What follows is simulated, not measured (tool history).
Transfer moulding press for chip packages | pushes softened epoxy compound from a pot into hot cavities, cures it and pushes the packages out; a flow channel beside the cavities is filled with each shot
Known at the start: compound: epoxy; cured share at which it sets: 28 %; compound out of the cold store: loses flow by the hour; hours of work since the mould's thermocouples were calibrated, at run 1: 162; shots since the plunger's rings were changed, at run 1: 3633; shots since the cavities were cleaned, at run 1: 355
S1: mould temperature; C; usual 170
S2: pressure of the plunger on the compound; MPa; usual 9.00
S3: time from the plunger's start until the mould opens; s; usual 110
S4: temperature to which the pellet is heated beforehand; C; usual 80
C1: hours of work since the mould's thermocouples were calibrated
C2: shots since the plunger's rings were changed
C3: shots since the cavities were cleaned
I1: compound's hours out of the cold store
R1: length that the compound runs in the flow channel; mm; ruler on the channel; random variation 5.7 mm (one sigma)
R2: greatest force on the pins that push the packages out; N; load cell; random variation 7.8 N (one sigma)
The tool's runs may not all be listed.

run   hour   S1     S2   S3  S4   C1    C2   C3    I1   R1   R2
  1    0.0  170   9.00  110  80  162  3633  355  13.2  884  531
  2   10.4  170   9.00  110  80  167  3706  428  10.0  889  535
  3   23.0  170   9.00  110  80  172  3795  517  27.0  845  557
  4   32.3  170   8.97  110  80  177  3860  582  12.9  872  552
  5   38.2  170   9.00  110  80  179  3902  624  44.2  803  567
      41.6  -- cavities cleaned with cleaning compound and waxed
  6   46.1  170   9.00  110  80  182  3948   32  13.2  870  348
  7   57.2  170  10.61  110  80  187  4026  110  47.3  860  398
  8   63.4  175   9.00  110  80  190  4069  153  29.9  825  369
  9   76.4  175   9.00  110  80  196  4161  245  11.1  853  422
      82.4  -- plunger's sealing rings changed
 10   90.4  170   9.00  139  80  201    56  326  25.3  877  431
 11  102.9  168   8.63  114  73  206   144  414  23.1  871  550

3 ways to go on from here, each from the tool as it stands after run 11. What would each give?
  A  109.4  169  10.47  102  73  209  190  460  38.0   ?   ?
  B  109.4  170   9.00  110  88  209  190  460  25.8   ?   ?
  C  109.4  168   8.63  114  79  209  190  460  26.5   ?   ?

run   R1   R2
  A  920  606
  B  870  527
  C  867  547
Without the tool's hidden state the same runs would have given:
run   R1   R2
  A  927  380
  B  876  326
  C  873  339
